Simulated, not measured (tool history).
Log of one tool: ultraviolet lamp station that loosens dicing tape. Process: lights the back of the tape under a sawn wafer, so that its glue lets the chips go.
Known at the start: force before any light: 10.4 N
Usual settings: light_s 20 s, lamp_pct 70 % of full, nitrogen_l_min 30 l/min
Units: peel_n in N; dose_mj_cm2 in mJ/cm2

run,hour,light_s,lamp_pct,nitrogen_l_min,peel_n,dose_mj_cm2
1,0,20,70,30,0.698,335
2,88.2,20,70,30,0.763,325
3,168.4,11,70,30,2.244,176
4,229.6,11,70,30,2.404,169
# hour 240.6: window cleaned of glue's vapour
5,312.4,11,70,30,2.545,162
6,382.6,11,70,30,2.552,161
7,441.6,12,70,30,2.333,170
8,498.4,20,70,16,1.497,284
9,541.9,16,84,31,1.113,270
10,582.2,12,67,26,2.875,162
11,641.9,25,89,30,0.411,432
# hour 659.4: window cleaned of glue's vapour
12,681.7,17,91,9,1.592,331
13,733.9,17,91,9,1.623,325
# hour 741.9: window cleaned of glue's vapour, once more
14,779.3,17,91,9,1.64,326
15,850.7,20,65,30,1.119,270
16,905,20,65,30,1.154,260

Some steps in peel_n between neighbouring runs. How much of each would the tool show without its hidden state too (settings, what came in, random variation), and how much is left for the hidden state, with any gauge scatter that isn't in both results?
The hidden state here: lamp's light, % of a new lamp's; light that the window lets through, % of a clean one's; drift of the gauge itself on peel_n, %; drift of the gauge itself on dose_mj_cm2, %.
Run 10 -> 11: light_s 12 -> 25, lamp_pct 67 -> 89, nitrogen_l_min 26 -> 30. peel_n -2.464 N: hidden state -0.97, all else -1.494.
